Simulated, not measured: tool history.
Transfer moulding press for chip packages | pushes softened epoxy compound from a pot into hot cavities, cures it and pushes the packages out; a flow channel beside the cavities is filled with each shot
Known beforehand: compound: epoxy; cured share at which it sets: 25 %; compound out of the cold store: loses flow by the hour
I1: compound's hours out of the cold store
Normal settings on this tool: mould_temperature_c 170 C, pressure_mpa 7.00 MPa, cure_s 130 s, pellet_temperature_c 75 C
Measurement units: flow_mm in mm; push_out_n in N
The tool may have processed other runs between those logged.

Run 1, hour 0.0: usual settings; I1 13.2. Result: flow_mm 874 mm, push_out_n 414 N.
Run 2, hour 21.0: usual settings; I1 35.3. Result: flow_mm 768 mm, push_out_n 459 N.
At hour 28.8: plunger's sealing rings changed.
At hour 42.5: mould's thermocouples calibrated.
Run 3, hour 54.9: usual settings but pellet_temperature_c 77 C; I1 17.6. Result: flow_mm 901 mm, push_out_n 564 N.
Run 4, hour 85.0: usual settings but mould_temperature_c 163 C; I1 34.0. Result: flow_mm 846 mm, push_out_n 977 N.
At hour 94.2: cavities cleaned with cleaning compound and waxed.
Run 5, hour 107.0: usual settings but mould_temperature_c 163 C; I1 32.8. Result: flow_mm 847 mm, push_out_n 596 N.
Run 6, hour 120.8: usual settings but mould_temperature_c 163 C; I1 32.9. Result: flow_mm 844 mm, push_out_n 725 N.
Run 7, hour 136.7: usual settings but pellet_temperature_c 71 C; I1 15.1. Result: flow_mm 908 mm, push_out_n 482 N.
Run 8, hour 166.9: usual settings but pellet_temperature_c 71 C; I1 47.1. Result: flow_mm 757 mm, push_out_n 518 N.
At hour 170.9: mould's thermocouples calibrated, once more.
Run 9, hour 185.5: usual settings but pellet_temperature_c 71 C; I1 26.3. Result: flow_mm 830 mm, push_out_n 497 N.
Run 10, hour 202.4: usual settings but pellet_temperature_c 71 C; I1 8.7. Result: flow_mm 914 mm, push_out_n 537 N.
At hour 214.1: cavities cleaned with cleaning compound and waxed.
Run 11, hour 235.5: usual settings; I1 34.3. Result: flow_mm 791 mm, push_out_n 341 N.
Run 12, hour 264.6: usual settings; I1 24.1. Result: flow_mm 842 mm, push_out_n 451 N.
Run 13, hour 291.1: usual settings but mould_temperature_c 172 C, cure_s 167 s; I1 19.4. Result: flow_mm 844 mm, push_out_n 372 N.
Run 14, hour 312.7: usual settings but mould_temperature_c 172 C, pressure_mpa 6.58 MPa, cure_s 136 s, pellet_temperature_c 65 C; I1 23.7. Result: flow_mm 796 mm, push_out_n 458 N.
At hour 332.4: cavities cleaned with cleaning compound and waxed.
Run 15, hour 332.9: usual settings but mould_temperature_c 163 C, pellet_temperature_c 76 C; I1 11.2. Result: flow_mm 921 mm, push_out_n 444 N.
Run 16, hour 352.0: usual settings but mould_temperature_c 172 C, pressure_mpa 8.19 MPa, cure_s 127 s, pellet_temperature_c 73 C; I1 37.5. Result: flow_mm 813 mm, push_out_n 308 N.
Run 17, hour 375.1: usual settings but mould_temperature_c 172 C, pressure_mpa 8.19 MPa, cure_s 127 s, pellet_temperature_c 73 C; I1 24.6. Result: flow_mm 873 mm, push_out_n 386 N.
Run 18, hour 400.2: usual settings but mould_temperature_c 168 C, pressure_mpa 6.28 MPa, cure_s 165 s, pellet_temperature_c 68 C; I1 23.8. Result: flow_mm 782 mm, push_out_n 407 N.
Run 19, hour 429.6: usual settings but mould_temperature_c 169 C, pressure_mpa 7.41 MPa, cure_s 115 s, pellet_temperature_c 83 C; I1 12.4. Result: flow_mm 907 mm, push_out_n 713 N.
At hour 449.8: cavities cleaned with cleaning compound and waxed.
Run 20, hour 452.7: usual settings but mould_temperature_c 175 C, cure_s 116 s; I1 22.9. Result: flow_mm 801 mm, push_out_n 252 N.
Run 21, hour 470.9: usual settings but mould_temperature_c 175 C, pressure_mpa 5.68 MPa, cure_s 116 s; I1 13.0. Result: flow_mm 762 mm, push_out_n 317 N.
Run 22, hour 491.2: usual settings but mould_temperature_c 173 C, pressure_mpa 5.68 MPa, cure_s 116 s, pellet_temperature_c 82 C; I1 35.9. Result: flow_mm 670 mm, push_out_n 401 N.
Run 23, hour 509.3: usual settings but mould_temperature_c 177 C, pressure_mpa 7.13 MPa, pellet_temperature_c 76 C; I1 42.8. Result: flow_mm 713 mm, push_out_n 373 N.
At hour 519.6: plunger's sealing rings changed.
Run 24, hour 532.2: usual settings but mould_temperature_c 177 C, pressure_mpa 7.13 MPa, pellet_temperature_c 76 C; I1 15.2. Result: flow_mm 886 mm, push_out_n 394 N.

Some steps in flow_mm between neighbouring runs. How much of each would the tool show without its hidden state too (settings, what came in, random variation), and how much is left for the hidden state, with any gauge scatter that isn't in both results?
Hidden state present: true mould temperature over the reading, C; pressure that reaches the compound, % of what is set; grip of the stained cavities, % over clean ones'; drift of the gauge itself on flow_mm, %; drift of the gauge itself on push_out_n, %.
Run 2 -> 3: pellet_temperature_c 75 -> 77, plunger's sealing rings changed, mould's thermocouples calibrated. flow_mm +133 mm: hidden state +53, all else +80.
Run 7 -> 8: no setting changed, nothing entered. flow_mm -151 mm: hidden state -4, all else -147.
Run 23 -> 24: plunger's sealing rings changed. flow_mm +173 mm: hidden state +47, all else +126.
